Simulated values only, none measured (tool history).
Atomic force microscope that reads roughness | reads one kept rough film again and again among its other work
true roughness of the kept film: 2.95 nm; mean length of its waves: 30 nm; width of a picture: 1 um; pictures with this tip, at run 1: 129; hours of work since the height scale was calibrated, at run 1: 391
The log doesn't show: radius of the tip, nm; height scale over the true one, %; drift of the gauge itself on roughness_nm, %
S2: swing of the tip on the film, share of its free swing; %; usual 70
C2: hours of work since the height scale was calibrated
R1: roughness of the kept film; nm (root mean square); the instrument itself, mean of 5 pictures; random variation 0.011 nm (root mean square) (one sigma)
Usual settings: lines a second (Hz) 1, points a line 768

run 1 hour=0 | lines_a_second_(Hz)=1 S2=70 points_a_line=768 | pictures_with_this_tip=129 C2=391 | R1=2.451
run 2 hour=27.9 | lines_a_second_(Hz)=1 S2=70 points_a_line=768 | pictures_with_this_tip=160 C2=405 | R1=2.404
run 3 hour=49.9 | lines_a_second_(Hz)=1 S2=70 points_a_line=768 | pictures_with_this_tip=184 C2=417 | R1=2.34
run 4 hour=66.9 | lines_a_second_(Hz)=1 S2=70 points_a_line=768 | pictures_with_this_tip=202 C2=426 | R1=2.326
run 5 hour=90.7 | lines_a_second_(Hz)=1 S2=70 points_a_line=768 | pictures_with_this_tip=228 C2=439 | R1=2.281
run 6 hour=107 | lines_a_second_(Hz)=1 S2=70 points_a_line=469 | pictures_with_this_tip=246 C2=447 | R1=2.262
-- hour=133.5 new tip fitted
run 7 hour=133.5 | lines_a_second_(Hz)=1 S2=70 points_a_line=469 | pictures_with_this_tip=0 C2=461 | R1=2.683
run 8 hour=152.4 | lines_a_second_(Hz)=1 S2=79 points_a_line=768 | pictures_with_this_tip=20 C2=471 | R1=2.608
run 9 hour=170 | lines_a_second_(Hz)=2.42 S2=70 points_a_line=768 | pictures_with_this_tip=40 C2=480 | R1=2.505
run 10 hour=192.3 | lines_a_second_(Hz)=2.42 S2=70 points_a_line=768 | pictures_with_this_tip=64 C2=492 | R1=2.491
run 11 hour=205.2 | lines_a_second_(Hz)=1 S2=70 points_a_line=768 | pictures_with_this_tip=78 C2=499 | R1=2.563
run 12 hour=230.5 | lines_a_second_(Hz)=1 S2=70 points_a_line=768 | pictures_with_this_tip=105 C2=512 | R1=2.499
run 13 hour=251 | lines_a_second_(Hz)=1.89 S2=70 points_a_line=768 | pictures_with_this_tip=128 C2=523 | R1=2.369
run 14 hour=273.8 | lines_a_second_(Hz)=1.89 S2=70 points_a_line=768 | pictures_with_this_tip=152 C2=535 | R1=2.34
run 15 hour=302.5 | lines_a_second_(Hz)=1.89 S2=70 points_a_line=768 | pictures_with_this_tip=184 C2=550 | R1=2.316
run 16 hour=319.6 | lines_a_second_(Hz)=1.89 S2=70 points_a_line=768 | pictures_with_this_tip=202 C2=559 | R1=2.281
run 17 hour=345 | lines_a_second_(Hz)=1.89 S2=70 points_a_line=768 | pictures_with_this_tip=230 C2=573 | R1=2.229
run 18 hour=359.2 | lines_a_second_(Hz)=1.89 S2=70 points_a_line=768 | pictures_with_this_tip=245 C2=580 | R1=2.204
run 19 hour=382.9 | lines_a_second_(Hz)=1.89 S2=70 points_a_line=768 | pictures_with_this_tip=271 C2=593 | R1=2.17
-- hour=388 new tip fitted
run 20 hour=407.7 | lines_a_second_(Hz)=1.89 S2=70 points_a_line=768 | pictures_with_this_tip=21 C2=605 | R1=2.593
run 21 hour=421.9 | lines_a_second_(Hz)=1 S2=70 points_a_line=768 | pictures_with_this_tip=37 C2=613 | R1=2.653
run 22 hour=442.1 | lines_a_second_(Hz)=1 S2=70 points_a_line=768 | pictures_with_this_tip=59 C2=624 | R1=2.588
run 23 hour=459 | lines_a_second_(Hz)=1 S2=57 points_a_line=768 | pictures_with_this_tip=77 C2=633 | R1=2.612
run 24 hour=476.2 | lines_a_second_(Hz)=1 S2=57 points_a_line=768 | pictures_with_this_tip=96 C2=642 | R1=2.555
run 25 hour=496.5 | lines_a_second_(Hz)=1 S2=57 points_a_line=768 | pictures_with_this_tip=118 C2=652 | R1=2.51
run 26 hour=520.7 | lines_a_second_(Hz)=1 S2=57 points_a_line=768 | pictures_with_this_tip=144 C2=665 | R1=2.473
run 27 hour=546.4 | lines_a_second_(Hz)=2.1 S2=66 points_a_line=347 | pictures_with_this_tip=172 C2=679 | R1=2.326
run 28 hour=566.3 | lines_a_second_(Hz)=1.39 S2=77 points_a_line=961 | pictures_with_this_tip=194 C2=689 | R1=2.294
run 29 hour=587.1 | lines_a_second_(Hz)=3.13 S2=77 points_a_line=474 | pictures_with_this_tip=216 C2=700 | R1=2.1
run 30 hour=605.8 | lines_a_second_(Hz)=3.13 S2=77 points_a_line=474 | pictures_with_this_tip=237 C2=710 | R1=2.077
run 31 hour=620.2 | lines_a_second_(Hz)=3.13 S2=77 points_a_line=474 | pictures_with_this_tip=252 C2=718 | R1=2.067
run 32 hour=633.2 | lines_a_second_(Hz)=3.13 S2=77 points_a_line=474 | pictures_with_this_tip=266 C2=725 | R1=2.02
-- hour=641.1 new tip fitted
run 33 hour=650.9 | lines_a_second_(Hz)=0.99 S2=77 points_a_line=474 | pictures_with_this_tip=10 C2=734 | R1=2.643
run 34 hour=665.8 | lines_a_second_(Hz)=0.99 S2=77 points_a_line=474 | pictures_with_this_tip=26 C2=741 | R1=2.641
run 35 hour=682.9 | lines_a_second_(Hz)=1 S2=73 points_a_line=423 | pictures_with_this_tip=45 C2=750 | R1=2.594
run 36 hour=712.3 | lines_a_second_(Hz)=1 S2=58 points_a_line=542 | pictures_with_this_tip=77 C2=766 | R1=2.605
run 37 hour=737.2 | lines_a_second_(Hz)=1 S2=58 points_a_line=542 | pictures_with_this_tip=104 C2=779 | R1=2.546
run 38 hour=754.6 | lines_a_second_(Hz)=2.93 S2=69 points_a_line=768 | pictures_with_this_tip=123 C2=788 | R1=2.351
run 39 hour=773.2 | lines_a_second_(Hz)=1.15 S2=81 points_a_line=578 | pictures_with_this_tip=143 C2=798 | R1=2.376
run 40 hour=804.4 | lines_a_second_(Hz)=1.15 S2=81 points_a_line=578 | pictures_with_this_tip=177 C2=815 | R1=2.314
run 41 hour=818.5 | lines_a_second_(Hz)=2.42 S2=57 points_a_line=772 | pictures_with_this_tip=192 C2=822 | R1=2.391
run 42 hour=841.8 | lines_a_second_(Hz)=1.72 S2=64 points_a_line=768 | pictures_with_this_tip=218 C2=834 | R1=2.309
run 43 hour=864.4 | lines_a_second_(Hz)=0.72 S2=70 points_a_line=768 | pictures_with_this_tip=242 C2=846 | R1=2.283
run 44 hour=883.7 | lines_a_second_(Hz)=0.72 S2=70 points_a_line=768 | pictures_with_this_tip=263 C2=857 | R1=2.272
-- hour=895.2 new tip fitted
run 45 hour=910.6 | lines_a_second_(Hz)=2.01 S2=71 points_a_line=711 | pictures_with_this_tip=17 C2=870 | R1=2.604
run 46 hour=934.5 | lines_a_second_(Hz)=0.6 S2=78 points_a_line=374 | pictures_with_this_tip=43 C2=883 | R1=2.61
run 47 hour=965.8 | lines_a_second_(Hz)=0.6 S2=78 points_a_line=374 | pictures_with_this_tip=77 C2=900 | R1=2.538
run 48 hour=994.1 | lines_a_second_(Hz)=0.6 S2=78 points_a_line=374 | pictures_with_this_tip=108 C2=915 | R1=2.484
run 49 hour=1018.3 | lines_a_second_(Hz)=0.6 S2=78 points_a_line=374 | pictures_with_this_tip=134 C2=927 | R1=2.432
run 50 hour=1037.7 | lines_a_second_(Hz)=0.6 S2=78 points_a_line=374 | pictures_with_this_tip=155 C2=938 | R1=2.389
run 51 hour=1068.3 | lines_a_second_(Hz)=1.23 S2=69 points_a_line=564 | pictures_with_this_tip=188 C2=954 | R1=2.333
run 52 hour=1091 | lines_a_second_(Hz)=1.23 S2=69 points_a_line=564 | pictures_with_this_tip=213 C2=966 | R1=2.307

The same runs without the tool's hidden state, with the same run-to-run variation:
run=1 R1=2.695
run=2 R1=2.7
run=3 R1=2.675
run=4 R1=2.688
run=5 R1=2.68
run=6 R1=2.689
run=7 R1=2.67
run=8 R1=2.638
run=9 R1=2.572
run=10 R1=2.606
run=11 R1=2.711
run=12 R1=2.696
run=13 R1=2.603
run=14 R1=2.613
run=15 R1=2.64
run=16 R1=2.632
run=17 R1=2.619
run=18 R1=2.613
run=19 R1=2.622
run=20 R1=2.615
run=21 R1=2.708
run=22 R1=2.686
run=23 R1=2.746
run=24 R1=2.726
run=25 R1=2.72
run=26 R1=2.729
run=27 R1=2.623
run=28 R1=2.629
run=29 R1=2.442
run=30 R1=2.448
run=31 R1=2.459
run=32 R1=2.428
run=33 R1=2.637
run=34 R1=2.666
run=35 R1=2.66
run=36 R1=2.733
run=37 R1=2.727
run=38 R1=2.549
run=39 R1=2.614
run=40 R1=2.611
run=41 R1=2.723
run=42 R1=2.681
run=43 R1=2.692
run=44 R1=2.722
run=45 R1=2.614
run=46 R1=2.671
run=47 R1=2.666
run=48 R1=2.674
run=49 R1=2.671
run=50 R1=2.662
run=51 R1=2.66
run=52 R1=2.679
